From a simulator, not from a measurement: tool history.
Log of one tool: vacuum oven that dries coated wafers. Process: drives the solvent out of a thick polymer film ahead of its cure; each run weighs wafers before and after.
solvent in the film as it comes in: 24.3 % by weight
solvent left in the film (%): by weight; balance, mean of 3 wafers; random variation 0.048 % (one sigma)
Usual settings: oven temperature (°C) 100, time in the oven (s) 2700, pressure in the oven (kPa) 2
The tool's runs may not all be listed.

{"run": 1, "hour": 0.0, "oven temperature (°C)": 100, "time in the oven (s)": 2700, "pressure in the oven (kPa)": 2, "solvent left in the film (%)": 4.96}
{"run": 2, "hour": 50.6, "oven temperature (°C)": 100, "time in the oven (s)": 2700, "pressure in the oven (kPa)": 2, "solvent left in the film (%)": 4.79}
{"run": 3, "hour": 131.0, "oven temperature (°C)": 100, "time in the oven (s)": 2700, "pressure in the oven (kPa)": 2, "solvent left in the film (%)": 4.87}
{"run": 4, "hour": 170.4, "oven temperature (°C)": 100, "time in the oven (s)": 2700, "pressure in the oven (kPa)": 2, "solvent left in the film (%)": 4.87}
{"run": 5, "hour": 207.4, "oven temperature (°C)": 99, "time in the oven (s)": 2700, "pressure in the oven (kPa)": 2, "solvent left in the film (%)": 5.09}
{"run": 6, "hour": 248.0, "oven temperature (°C)": 100, "time in the oven (s)": 2700, "pressure in the oven (kPa)": 2, "solvent left in the film (%)": 4.86}
{"run": 7, "hour": 290.9, "oven temperature (°C)": 100, "time in the oven (s)": 2700, "pressure in the oven (kPa)": 2, "solvent left in the film (%)": 4.78}
{"run": 8, "hour": 346.2, "oven temperature (°C)": 100, "time in the oven (s)": 2700, "pressure in the oven (kPa)": 2, "solvent left in the film (%)": 4.82}
{"run": 9, "hour": 381.9, "oven temperature (°C)": 100, "time in the oven (s)": 2700, "pressure in the oven (kPa)": 2, "solvent left in the film (%)": 4.8}
{"run": 10, "hour": 456.7, "oven temperature (°C)": 100, "time in the oven (s)": 2700, "pressure in the oven (kPa)": 2, "solvent left in the film (%)": 4.71}
{"run": 11, "hour": 491.1, "oven temperature (°C)": 100, "time in the oven (s)": 2700, "pressure in the oven (kPa)": 2, "solvent left in the film (%)": 4.74}
{"run": 12, "hour": 556.8, "oven temperature (°C)": 100, "time in the oven (s)": 2700, "pressure in the oven (kPa)": 2, "solvent left in the film (%)": 4.9}
{"run": 13, "hour": 608.6, "oven temperature (°C)": 100, "time in the oven (s)": 2700, "pressure in the oven (kPa)": 1.7, "solvent left in the film (%)": 4.51}
{"run": 14, "hour": 683.0, "oven temperature (°C)": 100, "time in the oven (s)": 2700, "pressure in the oven (kPa)": 1.7, "solvent left in the film (%)": 4.49}
{"run": 15, "hour": 731.8, "oven temperature (°C)": 100, "time in the oven (s)": 2700, "pressure in the oven (kPa)": 1.7, "solvent left in the film (%)": 4.5}
{"run": 16, "hour": 781.1, "oven temperature (°C)": 100, "time in the oven (s)": 2700, "pressure in the oven (kPa)": 1.72, "solvent left in the film (%)": 4.47}
{"run": 17, "hour": 817.7, "oven temperature (°C)": 100, "time in the oven (s)": 2700, "pressure in the oven (kPa)": 2, "solvent left in the film (%)": 4.69}
{"run": 18, "hour": 881.3, "oven temperature (°C)": 100, "time in the oven (s)": 2700, "pressure in the oven (kPa)": 2, "solvent left in the film (%)": 4.65}
{"run": 19, "hour": 942.5, "oven temperature (°C)": 100, "time in the oven (s)": 2700, "pressure in the oven (kPa)": 2, "solvent left in the film (%)": 4.71}
{"run": 20, "hour": 1005.5, "oven temperature (°C)": 100, "time in the oven (s)": 1620, "pressure in the oven (kPa)": 2, "solvent left in the film (%)": 7.59}
{"run": 21, "hour": 1073.1, "oven temperature (°C)": 100, "time in the oven (s)": 1620, "pressure in the oven (kPa)": 2, "solvent left in the film (%)": 7.69}
{"run": 22, "hour": 1136.3, "oven temperature (°C)": 102, "time in the oven (s)": 1740, "pressure in the oven (kPa)": 4.14, "solvent left in the film (%)": 8.01}
{"run": 23, "hour": 1210.6, "oven temperature (°C)": 86, "time in the oven (s)": 3180, "pressure in the oven (kPa)": 2.03, "solvent left in the film (%)": 9}
{"run": 24, "hour": 1281.4, "oven temperature (°C)": 108, "time in the oven (s)": 2700, "pressure in the oven (kPa)": 7.05, "solvent left in the film (%)": 6.4}
{"run": 25, "hour": 1315.6, "oven temperature (°C)": 108, "time in the oven (s)": 2700, "pressure in the oven (kPa)": 7.05, "solvent left in the film (%)": 6.36}
{"run": 26, "hour": 1365.8, "oven temperature (°C)": 108, "time in the oven (s)": 2700, "pressure in the oven (kPa)": 7.05, "solvent left in the film (%)": 6.34}
{"run": 27, "hour": 1409.5, "oven temperature (°C)": 108, "time in the oven (s)": 1740, "pressure in the oven (kPa)": 3.38, "solvent left in the film (%)": 5.34}
{"run": 28, "hour": 1487.6, "oven temperature (°C)": 108, "time in the oven (s)": 1740, "pressure in the oven (kPa)": 3.38, "solvent left in the film (%)": 5.25}
{"run": 29, "hour": 1564.8, "oven temperature (°C)": 109, "time in the oven (s)": 1680, "pressure in the oven (kPa)": 5.23, "solvent left in the film (%)": 6.4}
{"run": 30, "hour": 1625.8, "oven temperature (°C)": 109, "time in the oven (s)": 1680, "pressure in the oven (kPa)": 5.23, "solvent left in the film (%)": 6.31}
{"run": 31, "hour": 1663.3, "oven temperature (°C)": 94, "time in the oven (s)": 2100, "pressure in the oven (kPa)": 6.38, "solvent left in the film (%)": 12.08}
{"run": 32, "hour": 1703.1, "oven temperature (°C)": 94, "time in the oven (s)": 2100, "pressure in the oven (kPa)": 6.38, "solvent left in the film (%)": 12.36}
{"run": 33, "hour": 1780.5, "oven temperature (°C)": 94, "time in the oven (s)": 2100, "pressure in the oven (kPa)": 6.38, "solvent left in the film (%)": 12.28}
{"run": 34, "hour": 1818.7, "oven temperature (°C)": 94, "time in the oven (s)": 2100, "pressure in the oven (kPa)": 6.38, "solvent left in the film (%)": 12.2}
{"run": 35, "hour": 1866.1, "oven temperature (°C)": 103, "time in the oven (s)": 3540, "pressure in the oven (kPa)": 2.45, "solvent left in the film (%)": 3.29}
{"run": 36, "hour": 1932.1, "oven temperature (°C)": 103, "time in the oven (s)": 3540, "pressure in the oven (kPa)": 2.45, "solvent left in the film (%)": 3.18}
{"run": 37, "hour": 1991.3, "oven temperature (°C)": 91, "time in the oven (s)": 2400, "pressure in the oven (kPa)": 7.36, "solvent left in the film (%)": 13.85}
{"run": 38, "hour": 2054.4, "oven temperature (°C)": 109, "time in the oven (s)": 2400, "pressure in the oven (kPa)": 3.51, "solvent left in the film (%)": 3.81}
{"run": 39, "hour": 2111.6, "oven temperature (°C)": 109, "time in the oven (s)": 2400, "pressure in the oven (kPa)": 3.51, "solvent left in the film (%)": 3.81}
{"run": 40, "hour": 2158.9, "oven temperature (°C)": 104, "time in the oven (s)": 2400, "pressure in the oven (kPa)": 3.51, "solvent left in the film (%)": 5.02}
{"run": 41, "hour": 2228.5, "oven temperature (°C)": 93, "time in the oven (s)": 2400, "pressure in the oven (kPa)": 3.51, "solvent left in the film (%)": 8.98}

Some steps in solvent left in the film (%) between neighbouring runs. How much of each would the tool show without its hidden state too (settings, what came in, random variation), and how much is left for the hidden state, with any gauge scatter that isn't in both results?
The hidden state here: true wafer temperature over the reading, C; true pressure over the reading, kPa; drift of the gauge itself on solvent_pct, %.
Run 34 -> 35: oven temperature (°C) 94 -> 103, time in the oven (s) 2100 -> 3540, pressure in the oven (kPa) 6.38 -> 2.45. solvent left in the film (%) -8.91: hidden state +0.33, all else -9.24.
Run 36 -> 37: oven temperature (°C) 103 -> 91, time in the oven (s) 3540 -> 2400, pressure in the oven (kPa) 2.45 -> 7.36. solvent left in the film (%) +10.67: hidden state -0.39, all else +11.06.
Run 37 -> 38: oven temperature (°C) 91 -> 109, pressure in the oven (kPa) 7.36 -> 3.51. solvent left in the film (%) -10.04: hidden state +0.26, all else -10.3.
